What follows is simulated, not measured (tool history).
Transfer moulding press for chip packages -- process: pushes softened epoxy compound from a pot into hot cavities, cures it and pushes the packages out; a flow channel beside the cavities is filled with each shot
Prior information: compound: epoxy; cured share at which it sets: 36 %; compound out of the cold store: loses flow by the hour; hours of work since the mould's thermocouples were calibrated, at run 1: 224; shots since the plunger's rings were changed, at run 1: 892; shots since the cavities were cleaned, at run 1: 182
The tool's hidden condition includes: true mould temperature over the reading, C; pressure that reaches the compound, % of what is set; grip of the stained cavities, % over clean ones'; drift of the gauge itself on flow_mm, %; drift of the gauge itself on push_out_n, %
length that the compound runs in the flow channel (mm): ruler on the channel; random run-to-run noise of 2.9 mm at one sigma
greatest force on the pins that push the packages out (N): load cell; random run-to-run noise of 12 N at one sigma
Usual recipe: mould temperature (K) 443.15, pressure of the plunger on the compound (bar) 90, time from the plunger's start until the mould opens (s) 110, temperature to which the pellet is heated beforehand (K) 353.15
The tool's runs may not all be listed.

run,hour,mould temperature (K),pressure of the plunger on the compound (bar),time from the plunger's start until the mould opens (s),temperature to which the pellet is heated beforehand (K),hours of work since the mould's thermocouples were calibrated,shots since the plunger's rings were changed,shots since the cavities were cleaned,incoming compound's hours out of the cold store,length that the compound runs in the flow channel (mm),greatest force on the pins that push the packages out (N)
1,0,443.15,90,110,353.15,224,892,182,10,894,628
2,10.2,443.15,90,110,353.15,229,968,258,14.7,862,679
3,17.7,443.15,90,110,353.15,232,1024,314,21.9,827,710
4,26.6,443.15,90,110,353.15,236,1090,380,41.5,729,673
# hour 32.7: cavities cleaned with cleaning compound and waxed
5,40.9,443.15,90,96,353.15,242,1185,61,17.9,844,778
6,55.7,443.15,90,96,353.15,249,1296,172,22.8,819,821
7,64.8,443.15,90,130,353.15,254,1363,239,24.4,810,510
8,80.2,443.15,90,130,353.15,261,1478,354,35.1,757,549
# hour 89.2: cavities cleaned with cleaning compound and waxed
9,97.8,443.15,90,110,353.15,269,1598,64,22.8,822,561
10,107.8,443.15,90,110,353.15,273,1672,138,33.1,764,571
11,115.8,443.15,90,110,351.15,277,1732,198,45.8,705,597
12,132.8,443.15,90,110,351.15,285,1858,324,33.4,757,671
# hour 146.1: cavities cleaned with cleaning compound and waxed
13,146.8,436.15,79.8,136,359.15,291,1952,5,26.8,766,534
14,153.9,440.15,90,110,357.15,294,2004,57,27.1,801,655
# hour 157.5: mould's thermocouples calibrated
15,172.1,443.15,90,121,353.15,7,2125,178,28,785,540
16,184.3,443.15,90,121,353.15,13,2216,269,25.3,793,562
17,193.7,443.15,90,121,353.15,17,2286,339,8.4,887,627
# hour 204.7: cavities cleaned with cleaning compound and waxed
18,212.4,443.15,90,121,353.15,25,2414,57,16.6,835,485
# hour 216.4: mould's thermocouples calibrated, once more
19,222.1,443.15,89.5,143,353.15,3,2471,114,11.4,874,472
20,231.7,436.15,90,136,350.15,7,2542,185,34,771,653
21,248.8,436.15,90,109,350.15,15,2670,313,44.7,726,1132
22,257.2,443.15,76.1,107,346.15,19,2732,375,18.4,770,789
# hour 263.4: cavities cleaned with cleaning compound and waxed
23,271.7,443.15,76.1,107,346.15,25,2829,61,20.1,756,638

Branching from run 23: 4 alternative next runs. What would each branch give?
A,285.1,435.15,107.8,110,361.15,32,2929,161,36.9,?,?
B,285.1,435.15,84.3,110,347.15,32,2929,161,30.2,?,?
C,285.1,440.15,76.1,120,351.15,32,2929,161,26.5,?,?
D,285.1,439.15,91.4,110,353.15,32,2929,161,12.2,?,?

run,length that the compound runs in the flow channel (mm),greatest force on the pins that push the packages out (N)
A,831,1020
B,772,1146
C,730,643
D,885,878
The same runs, with their run-to-run variation unchanged, on a tool lacking any hidden condition would have given:
run,length that the compound runs in the flow channel (mm),greatest force on the pins that push the packages out (N)
A,857,853
B,796,957
C,753,536
D,913,735

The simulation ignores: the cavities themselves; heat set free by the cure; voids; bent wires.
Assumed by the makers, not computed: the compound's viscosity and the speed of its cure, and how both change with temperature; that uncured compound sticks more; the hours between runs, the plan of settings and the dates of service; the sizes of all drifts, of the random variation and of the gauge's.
